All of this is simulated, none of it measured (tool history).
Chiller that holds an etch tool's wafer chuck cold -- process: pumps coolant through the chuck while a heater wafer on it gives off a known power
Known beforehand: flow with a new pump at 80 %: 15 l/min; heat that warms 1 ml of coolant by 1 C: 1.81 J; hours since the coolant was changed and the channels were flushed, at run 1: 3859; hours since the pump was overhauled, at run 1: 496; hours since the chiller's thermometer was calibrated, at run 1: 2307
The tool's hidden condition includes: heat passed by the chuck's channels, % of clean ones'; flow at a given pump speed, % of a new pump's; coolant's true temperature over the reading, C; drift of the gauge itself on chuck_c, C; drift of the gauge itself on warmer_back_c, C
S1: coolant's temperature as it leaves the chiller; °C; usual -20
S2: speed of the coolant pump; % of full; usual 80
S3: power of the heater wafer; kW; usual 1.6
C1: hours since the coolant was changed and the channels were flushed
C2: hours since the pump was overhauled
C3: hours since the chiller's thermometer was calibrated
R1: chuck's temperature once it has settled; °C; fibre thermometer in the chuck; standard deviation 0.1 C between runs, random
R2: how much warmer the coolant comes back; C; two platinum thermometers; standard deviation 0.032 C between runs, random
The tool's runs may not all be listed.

Run 1, hour 0: usual settings; C1 3859; C2 496; C3 2307. Result: R1 -7.4 °C, R2 3.57 C.
Run 2, hour 159.9: usual settings; C1 4018; C2 656; C3 2467. Result: R1 -7.5 °C, R2 3.55 C.
Run 3, hour 288.1: usual settings but S3 1.066 kW; C1 4147; C2 785; C3 2595. Result: R1 -11.6 °C, R2 2.41 C.
Run 4, hour 410.4: usual settings but S3 1.708 kW; C1 4269; C2 907; C3 2717. Result: R1 -6.5 °C, R2 3.86 C.
Run 5, hour 578.9: usual settings but S1 -12 °C; C1 4437; C2 1075; C3 2886. Result: R1 0.5 °C, R2 3.57 C.
Run 6, hour 723.3: usual settings; C1 4582; C2 1220; C3 3030. Result: R1 -7.2 °C, R2 3.64 C.
Run 7, hour 869.5: usual settings; C1 4728; C2 1366; C3 3176. Result: R1 -7.3 °C, R2 3.64 C.
Run 8, hour 1019.3: usual settings; C1 4878; C2 1516; C3 3326. Result: R1 -7.3 °C, R2 3.69 C.
At hour 1037.7: chiller's thermometer calibrated.
Run 9, hour 1111.8: usual settings but S3 1.283 kW; C1 4969; C2 1607; C3 74. Result: R1 -9.7 °C, R2 2.94 C.
Run 10, hour 1204.4: usual settings but S3 1.283 kW; C1 5062; C2 1700; C3 167. Result: R1 -9.6 °C, R2 2.95 C.
Run 11, hour 1364.9: usual settings but S3 1.283 kW; C1 5222; C2 1860; C3 327. Result: R1 -9.7 °C, R2 2.91 C.
Run 12, hour 1515.5: usual settings but S3 1.283 kW; C1 5373; C2 2011; C3 478. Result: R1 -9.6 °C, R2 2.92 C.
Run 13, hour 1619.5: usual settings but S2 93 % of full, S3 0.97 kW; C1 5477; C2 2115; C3 582. Result: R1 -13.2 °C, R2 1.9 C.
At hour 1678.7: coolant changed, channels flushed.
At hour 1745.9: chiller's thermometer calibrated, once more.
Run 14, hour 1778.4: usual settings but S1 -15 °C; C1 99; C2 2267; C3 33. Result: R1 -2.8 °C, R2 3.73 C.
Run 15, hour 1869.2: usual settings but S1 -15 °C; C1 190; C2 2358; C3 123. Result: R1 -3 °C, R2 3.64 C.

What if the next run were any one of these 4? Each begins from the tool's condition after run 15:
Run A, hour 2042.2: usual settings but S1 -17 °C, S2 66 % of full, S3 2.144 kW; C1 363; C2 2531; C3 296. Result: R1 ?, R2 ?.
Run B, hour 2042.2: usual settings but S3 2.105 kW; C1 363; C2 2531; C3 296. Result: R1 ?, R2 ?.
Run C, hour 2042.2: usual settings but S1 -12 °C; C1 363; C2 2531; C3 296. Result: R1 ?, R2 ?.
Run D, hour 2042.2: usual settings but S1 -11 °C, S2 96 % of full, S3 1.694 kW; C1 363; C2 2531; C3 296. Result: R1 ?, R2 ?.

run    R1    R2
  A     2  6.11
  B  -4.2  4.92
  C   0.1  3.76
  D   0.3   3.2
With the hidden condition removed and each run's random variation left untouched, the same runs would have given:
run    R1    R2
  A   1.3  5.81
  B  -4.8  4.68
  C  -0.4  3.58
  D  -0.2  3.04
